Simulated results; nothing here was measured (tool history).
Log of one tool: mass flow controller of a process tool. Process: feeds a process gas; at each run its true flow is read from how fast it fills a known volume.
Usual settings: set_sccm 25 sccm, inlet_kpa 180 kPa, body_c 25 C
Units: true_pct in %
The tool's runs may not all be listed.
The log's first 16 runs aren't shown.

Run 17, hour 1298.6: usual settings but set_sccm 35 sccm, inlet_kpa 244 kPa. Result: true_pct 99.21 %.
Run 18, hour 1348.3: usual settings but set_sccm 35 sccm, inlet_kpa 244 kPa. Result: true_pct 99.27 %.
Run 19, hour 1409.6: usual settings but set_sccm 29 sccm, inlet_kpa 234 kPa, body_c 23 C. Result: true_pct 98.82 %.
Run 20, hour 1512.3: usual settings but inlet_kpa 227 kPa, body_c 27 C. Result: true_pct 98.96 %.
Run 21, hour 1559.8: usual settings but inlet_kpa 227 kPa, body_c 27 C. Result: true_pct 99.05 %.
Run 22, hour 1674.6: usual settings but set_sccm 6 sccm, inlet_kpa 166 kPa, body_c 22 C. Result: true_pct 97.90 %.
Run 23, hour 1767.4: usual settings but set_sccm 6 sccm, inlet_kpa 166 kPa, body_c 22 C. Result: true_pct 97.80 %.
Run 24, hour 1876.6: usual settings but set_sccm 32 sccm, inlet_kpa 220 kPa, body_c 28 C. Result: true_pct 99.50 %.
Run 25, hour 1945.8: usual settings but set_sccm 32 sccm, inlet_kpa 220 kPa, body_c 33 C. Result: true_pct 99.66 %.
Run 26, hour 2035.6: usual settings but set_sccm 9 sccm, inlet_kpa 169 kPa. Result: true_pct 98.22 %.
Run 27, hour 2086.7: usual settings but set_sccm 28 sccm, inlet_kpa 156 kPa, body_c 27 C. Result: true_pct 99.25 %.
Run 28, hour 2163.7: usual settings but set_sccm 28 sccm, inlet_kpa 156 kPa, body_c 27 C. Result: true_pct 99.29 %.
Run 29, hour 2228.0: usual settings but set_sccm 28 sccm, inlet_kpa 156 kPa, body_c 27 C. Result: true_pct 99.28 %.
Run 30, hour 2318.8: usual settings but set_sccm 17 sccm, body_c 29 C. Result: true_pct 98.72 %.
Run 31, hour 2377.5: usual settings but set_sccm 26 sccm, body_c 29 C. Result: true_pct 99.27 %.

4 ways to go on from here, each from the tool as it stands after run 31. What would each give?
Run A, hour 2459.0: usual settings but set_sccm 21 sccm, inlet_kpa 192 kPa, body_c 23 C. Result: true_pct ?.
Run B, hour 2459.0: usual settings but set_sccm 26 sccm, body_c 28 C. Result: true_pct ?.
Run C, hour 2459.0: usual settings but set_sccm 31 sccm, inlet_kpa 179 kPa, body_c 24 C. Result: true_pct ?.
Run D, hour 2459.0: usual settings but inlet_kpa 150 kPa, body_c 40 C. Result: true_pct ?.

run  true_pct
  A     98.62
  B     99.01
  C     99.15
  D     99.95
Without the tool's hidden state the same runs would have given:
run  true_pct
  A     98.61
  B     99.00
  C     99.14
  D     99.95
